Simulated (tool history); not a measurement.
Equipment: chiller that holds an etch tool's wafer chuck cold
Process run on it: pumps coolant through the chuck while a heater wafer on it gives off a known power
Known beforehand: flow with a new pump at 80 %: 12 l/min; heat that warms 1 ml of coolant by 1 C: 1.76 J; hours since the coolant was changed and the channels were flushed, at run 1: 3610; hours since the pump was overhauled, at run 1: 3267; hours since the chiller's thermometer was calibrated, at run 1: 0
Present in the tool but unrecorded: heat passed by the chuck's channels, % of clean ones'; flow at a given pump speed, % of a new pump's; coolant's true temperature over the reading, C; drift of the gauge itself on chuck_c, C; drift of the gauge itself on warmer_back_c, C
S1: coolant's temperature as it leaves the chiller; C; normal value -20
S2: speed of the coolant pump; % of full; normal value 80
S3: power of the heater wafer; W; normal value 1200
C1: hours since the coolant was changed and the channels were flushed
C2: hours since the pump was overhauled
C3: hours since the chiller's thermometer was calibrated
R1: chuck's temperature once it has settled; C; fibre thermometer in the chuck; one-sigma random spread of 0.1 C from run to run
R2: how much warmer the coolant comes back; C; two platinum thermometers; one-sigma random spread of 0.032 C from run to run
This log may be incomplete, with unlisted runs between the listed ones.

{"run": 1, "hour": 0.0, "S1": -20, "S2": 80, "S3": 1200, "C1": 3610, "C2": 3267, "C3": 0, "R1": -10.9, "R2": 3.5}
{"run": 2, "hour": 118.0, "S1": -20, "S2": 80, "S3": 1200, "C1": 3728, "C2": 3385, "C3": 118, "R1": -10.8, "R2": 3.56}
{"run": 3, "hour": 235.6, "S1": -20, "S2": 80, "S3": 1200, "C1": 3845, "C2": 3503, "C3": 236, "R1": -10.7, "R2": 3.57}
{"run": 4, "hour": 368.2, "S1": -20, "S2": 80, "S3": 1200, "C1": 3978, "C2": 3635, "C3": 368, "R1": -10.8, "R2": 3.59}
{"run": 5, "hour": 476.8, "S1": -20, "S2": 89, "S3": 1200, "C1": 4086, "C2": 3744, "C3": 477, "R1": -11.6, "R2": 3.25}
{"run": 6, "hour": 571.8, "S1": -20, "S2": 80, "S3": 1178, "C1": 4181, "C2": 3839, "C3": 572, "R1": -10.8, "R2": 3.49}
{"run": 7, "hour": 645.3, "S1": -20, "S2": 67, "S3": 1200, "C1": 4255, "C2": 3912, "C3": 645, "R1": -9, "R2": 4.29}
{"run": 8, "hour": 767.4, "S1": -20, "S2": 80, "S3": 826, "C1": 4377, "C2": 4035, "C3": 767, "R1": -13.3, "R2": 2.48}
{"run": 9, "hour": 881.0, "S1": -20, "S2": 80, "S3": 1200, "C1": 4491, "C2": 4148, "C3": 881, "R1": -10.5, "R2": 3.63}
{"hour": 893.8, "done": "coolant pump overhauled"}
{"run": 10, "hour": 983.3, "S1": -20, "S2": 80, "S3": 1200, "C1": 4588, "C2": 90, "C3": 978, "R1": -10.4, "R2": 3.7}
{"run": 11, "hour": 1047.8, "S1": -20, "S2": 80, "S3": 1200, "C1": 4652, "C2": 154, "C3": 1043, "R1": -10.3, "R2": 3.69}
{"run": 12, "hour": 1110.3, "S1": -21, "S2": 72, "S3": 637, "C1": 4715, "C2": 216, "C3": 1105, "R1": -15.4, "R2": 2.15}
{"run": 13, "hour": 1184.6, "S1": -21, "S2": 72, "S3": 637, "C1": 4789, "C2": 291, "C3": 1180, "R1": -15.2, "R2": 2.13}
{"run": 14, "hour": 1283.9, "S1": -16, "S2": 72, "S3": 637, "C1": 4888, "C2": 390, "C3": 1279, "R1": -10.3, "R2": 2.19}
{"hour": 1343.5, "done": "coolant pump overhauled, once more"}
{"run": 15, "hour": 1403.6, "S1": -16, "S2": 72, "S3": 637, "C1": 5003, "C2": 60, "C3": 1394, "R1": -10.7, "R2": 2}
{"run": 16, "hour": 1538.4, "S1": -16, "S2": 72, "S3": 637, "C1": 5138, "C2": 195, "C3": 1528, "R1": -10.5, "R2": 2}
{"run": 17, "hour": 1623.1, "S1": -29, "S2": 93, "S3": 796, "C1": 5223, "C2": 280, "C3": 1613, "R1": -23.5, "R2": 1.94}
{"run": 18, "hour": 1678.8, "S1": -29, "S2": 93, "S3": 796, "C1": 5278, "C2": 335, "C3": 1669, "R1": -23.5, "R2": 1.97}
{"run": 19, "hour": 1809.4, "S1": -14, "S2": 91, "S3": 1130, "C1": 5409, "C2": 466, "C3": 1799, "R1": -6, "R2": 2.9}
{"run": 20, "hour": 1871.5, "S1": -20, "S2": 67, "S3": 1200, "C1": 5471, "C2": 528, "C3": 1861, "R1": -9, "R2": 4.1}

Here are 5 independent what-if runs from the current tool condition. What would each one return?
{"run": "A", "hour": 1928.7, "S1": -15, "S2": 67, "S3": 1200, "C1": 5528, "C2": 585, "C3": 1919, "R1": "?", "R2": "?"}
{"run": "B", "hour": 1928.7, "S1": -20, "S2": 80, "S3": 852, "C1": 5528, "C2": 585, "C3": 1919, "R1": "?", "R2": "?"}
{"run": "C", "hour": 1928.7, "S1": -20, "S2": 98, "S3": 700, "C1": 5528, "C2": 585, "C3": 1919, "R1": "?", "R2": "?"}
{"run": "D", "hour": 1928.7, "S1": -12, "S2": 96, "S3": 1200, "C1": 5528, "C2": 585, "C3": 1919, "R1": "?", "R2": "?"}
{"run": "E", "hour": 1928.7, "S1": -23, "S2": 81, "S3": 1036, "C1": 5528, "C2": 585, "C3": 1919, "R1": "?", "R2": "?"}

run=A R1=-4.2 R2=4.09
run=B R1=-13.3 R2=2.44
run=C R1=-15.4 R2=1.69
run=D R1=-3.8 R2=2.95
run=E R1=-14.9 R2=2.93
The same runs, with their run-to-run variation unchanged, on a tool lacking any hidden condition would have given:
run=A R1=-5.7 R2=4.03
run=B R1=-14.3 R2=2.4
run=C R1=-16.1 R2=1.66
run=D R1=-4.9 R2=2.9
run=E R1=-16.1 R2=2.89
